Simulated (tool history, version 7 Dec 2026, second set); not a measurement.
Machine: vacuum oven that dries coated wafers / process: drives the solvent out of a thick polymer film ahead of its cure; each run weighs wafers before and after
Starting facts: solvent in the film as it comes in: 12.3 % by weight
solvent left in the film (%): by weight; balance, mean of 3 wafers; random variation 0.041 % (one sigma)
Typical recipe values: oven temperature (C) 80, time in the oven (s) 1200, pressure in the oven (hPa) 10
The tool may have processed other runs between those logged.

run,hour,oven temperature (C),time in the oven (s),pressure in the oven (hPa),solvent left in the film (%)
1,0,80,1200,10,3.24
2,11.8,80,1200,10,3.25
3,26.8,80,1200,10.9,3.32
4,35.9,80,1200,10.9,3.32
5,48.8,80,1200,10.9,3.27
6,55.3,80,1200,10.9,3.29
7,65.7,80,1200,10.9,3.21
# hour 74.4: oven's thermocouples calibrated
8,75.8,80,1200,10.9,3.18
9,84.9,80,1200,10.9,3.14
10,95.3,80,1200,38.9,5.51
11,101.7,80,1620,10,2.29
12,110.8,80,1200,10,3.09
13,123.1,80,1200,10,3.18
14,132.1,80,1200,10,3.2
15,145.9,80,1200,10,3.06
16,159,80,1200,10,3.15
17,170.8,80,1200,10,3.14
18,180,80,1200,21.2,4.07
# hour 182.4: vacuum gauge cleaned of residue and calibrated
19,192.8,80,1200,21.2,4.12
20,203.5,80,1200,24.8,4.4
21,212.2,80,1200,24.8,4.32
22,223.9,80,1800,10,2.13
23,236.5,80,1800,10,2.07
24,247.7,92,900,7.6,1.82
25,254.4,66,1020,7.6,6.47
# hour 265.3: vacuum gauge cleaned of residue and calibrated, once more
26,267.8,73,960,10,5.29
27,278.9,73,960,10,5.37
28,288.6,73,960,10,5.19
29,301,89,720,17.2,3.46
30,312.9,76,840,5.3,4.7
31,324.2,81,660,39.9,6.88
32,331.1,80,1860,10,1.88
33,346.3,89,1200,10,1.63
34,360.5,67,1080,7.5,5.93
35,373.7,67,1740,7.5,4.38
36,380.9,67,1740,7.5,4.43
37,391.3,67,1740,7.5,4.46
38,399.4,67,1740,7.5,4.43
39,413.5,67,1740,8.2,4.56
40,424.7,80,960,10,3.78
41,435,80,960,18.5,4.49
42,447.7,80,960,18.5,4.49
43,459.4,80,960,18.5,4.48
44,473.8,95,2100,10,0.67
45,482.9,95,2100,10,0.61
46,496.9,79,1980,10,2

5 options for the next run, each taken on its own from the tool as it stands now. Forecast them:
A,508.9,79,1980,30.9,?
B,508.9,66,900,13.8,?
C,508.9,79,1440,10,?
D,508.9,80,720,13.3,?
E,508.9,80,1320,25.4,?

run,solvent left in the film (%)
A,4.06
B,7.29
C,2.77
D,5.15
E,4.25
The same runs, with their run-to-run variation unchanged, on a tool lacking any hidden condition would have given:
run,solvent left in the film (%)
A,3.89
B,7.12
C,2.62
D,4.99
E,4.07
